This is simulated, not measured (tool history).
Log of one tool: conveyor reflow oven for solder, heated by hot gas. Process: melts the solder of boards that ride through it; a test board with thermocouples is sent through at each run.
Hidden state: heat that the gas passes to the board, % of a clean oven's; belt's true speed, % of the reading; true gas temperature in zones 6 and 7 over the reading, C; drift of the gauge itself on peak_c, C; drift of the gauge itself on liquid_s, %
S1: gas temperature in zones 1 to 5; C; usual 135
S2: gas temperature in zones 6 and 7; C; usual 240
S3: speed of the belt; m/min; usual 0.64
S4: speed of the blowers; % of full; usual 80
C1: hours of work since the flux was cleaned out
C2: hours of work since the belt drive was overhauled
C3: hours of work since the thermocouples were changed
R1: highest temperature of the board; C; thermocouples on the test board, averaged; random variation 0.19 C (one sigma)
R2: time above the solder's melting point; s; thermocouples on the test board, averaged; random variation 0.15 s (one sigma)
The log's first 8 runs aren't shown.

run 9 hour=481.6 | S1=135 S2=245 S3=0.64 S4=80 | C1=133 C2=1338 C3=432 | R1=232.5 R2=48.8
run 10 hour=529.9 | S1=135 S2=231 S3=0.64 S4=80 | C1=158 C2=1363 C3=457 | R1=220.1 R2=43.9
-- hour=609.8 flux residue cleaned out of gas plates and filters
run 11 hour=614.9 | S1=135 S2=231 S3=0.64 S4=80 | C1=3 C2=1404 C3=498 | R1=219.7 R2=43.6
run 12 hour=694.1 | S1=135 S2=231 S3=0.64 S4=80 | C1=44 C2=1445 C3=540 | R1=219.5 R2=43.6
-- hour=739.2 belt drive overhauled, speed set with a stopwatch
run 13 hour=750 | S1=135 S2=231 S3=0.64 S4=80 | C1=71 C2=6 C3=567 | R1=220 R2=43.9
run 14 hour=790.3 | S1=135 S2=231 S3=0.64 S4=80 | C1=92 C2=27 C3=588 | R1=219.6 R2=43.8
run 15 hour=867 | S1=135 S2=240 S3=0.64 S4=80 | C1=132 C2=67 C3=628 | R1=228.4 R2=47.1
run 16 hour=922.3 | S1=127 S2=240 S3=0.565 S4=62 | C1=161 C2=95 C3=656 | R1=227 R2=51.4
run 17 hour=961.4 | S1=127 S2=240 S3=0.565 S4=62 | C1=181 C2=116 C3=677 | R1=227.5 R2=51.1
-- hour=997.7 flux residue cleaned out of gas plates and filters
run 18 hour=1028.4 | S1=127 S2=240 S3=0.565 S4=62 | C1=16 C2=148 C3=709 | R1=227.2 R2=51.6
run 19 hour=1113.8 | S1=135 S2=240 S3=0.64 S4=60 | C1=60 C2=192 C3=753 | R1=224.1 R2=44.8
run 20 hour=1159.6 | S1=130 S2=241 S3=0.64 S4=53 | C1=84 C2=216 C3=777 | R1=222.3 R2=42.8
run 21 hour=1205.1 | S1=130 S2=236 S3=0.592 S4=53 | C1=108 C2=240 C3=801 | R1=220.7 R2=45.6
run 22 hour=1253.9 | S1=138 S2=252 S3=0.563 S4=62 | C1=133 C2=265 C3=826 | R1=239.9 R2=59
run 23 hour=1341.4 | S1=131 S2=244 S3=0.61 S4=60 | C1=179 C2=311 C3=872 | R1=228.5 R2=48.6
-- hour=1383.4 flux residue cleaned out of gas plates and filters
run 24 hour=1400.4 | S1=130 S2=240 S3=0.64 S4=51 | C1=9 C2=339 C3=900 | R1=220.9 R2=42.2
run 25 hour=1488 | S1=130 S2=243 S3=0.74 S4=51 | C1=54 C2=385 C3=946 | R1=217.6 R2=34.3
run 26 hour=1554.9 | S1=133 S2=240 S3=0.639 S4=80 | C1=89 C2=419 C3=980 | R1=227.7 R2=46.4
run 27 hour=1624.1 | S1=135 S2=240 S3=0.513 S4=66 | C1=125 C2=455 C3=1016 | R1=231.6 R2=61
run 28 hour=1704.9 | S1=135 S2=240 S3=0.513 S4=67 | C1=167 C2=497 C3=1058 | R1=231.8 R2=61.2
-- hour=1769.2 flux residue cleaned out of gas plates and filters
run 29 hour=1782.2 | S1=140 S2=240 S3=0.511 S4=88 | C1=7 C2=535 C3=1096 | R1=234.2 R2=63.8
run 30 hour=1832 | S1=140 S2=240 S3=0.511 S4=88 | C1=33 C2=561 C3=1122 | R1=234.3 R2=64

4 ways to go on from here, each from the tool as it stands after run 30. What would each give?
run A hour=1872 | S1=140 S2=231 S3=0.536 S4=82 | C1=53 C2=582 C3=1143 | R1=? R2=?
run B hour=1872 | S1=128 S2=240 S3=0.536 S4=82 | C1=53 C2=582 C3=1143 | R1=? R2=?
run C hour=1872 | S1=126 S2=240 S3=0.64 S4=83 | C1=53 C2=582 C3=1143 | R1=? R2=?
run D hour=1872 | S1=133 S2=247 S3=0.511 S4=88 | C1=53 C2=582 C3=1143 | R1=? R2=?

run=A R1=224.5 R2=56.8
run=B R1=231.8 R2=57.2
run=C R1=227.6 R2=45.1
run=D R1=241 R2=64.6
Without the tool's hidden state the same runs would have given:
run=A R1=224.4 R2=56.8
run=B R1=231.8 R2=57.2
run=C R1=227.6 R2=45
run=D R1=241 R2=64.6
